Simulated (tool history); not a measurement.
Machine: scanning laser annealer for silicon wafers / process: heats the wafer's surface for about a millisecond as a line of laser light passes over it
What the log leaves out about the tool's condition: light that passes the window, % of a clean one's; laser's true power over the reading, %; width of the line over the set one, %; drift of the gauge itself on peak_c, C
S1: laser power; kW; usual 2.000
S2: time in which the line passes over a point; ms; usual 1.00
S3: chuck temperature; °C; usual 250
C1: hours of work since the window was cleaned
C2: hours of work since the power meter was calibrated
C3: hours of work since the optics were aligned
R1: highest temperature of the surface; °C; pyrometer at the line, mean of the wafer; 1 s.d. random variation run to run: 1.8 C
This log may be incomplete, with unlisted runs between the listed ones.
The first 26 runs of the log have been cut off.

run	day	S1	S2	S3	C1	C2	C3	R1
27	35.733	1.920	1.04	229	295	1358	517	941
28	37.362	1.920	1.04	229	320	1383	542	936
29	38.825	2.118	0.90	250	343	1406	565	988
30	39.671	2.000	0.76	250	356	1419	578	879
31	41.429	1.737	1.00	276	383	1446	605	892
32	43.154	2.007	0.90	257	410	1473	632	950
33	44.717	2.007	0.90	257	434	1498	656	948
34	45.975	1.729	0.85	278	454	1517	676	840
35	47.883	2.067	1.12	262	484	1547	706	1072
36	48.725	1.707	1.13	236	497	1560	719	878
37	49.521	1.707	1.13	236	509	1572	731	878
38	50.704	1.707	1.13	236	527	1591	749	879

Here are 5 independent what-if runs from the current tool condition. What would each one return?
A	52.367	2.156	1.00	219	553	1616	775	?
B	52.367	2.089	1.19	250	553	1616	775	?
C	52.367	1.707	0.96	236	553	1616	775	?
D	52.367	1.957	0.84	232	553	1616	775	?
E	52.367	2.000	0.80	250	553	1616	775	?

run	R1
A	1019
B	1093
C	821
D	877
E	897
Without the tool's unlogged condition, the same runs would have read:
run	R1
A	1020
B	1094
C	822
D	878
E	897
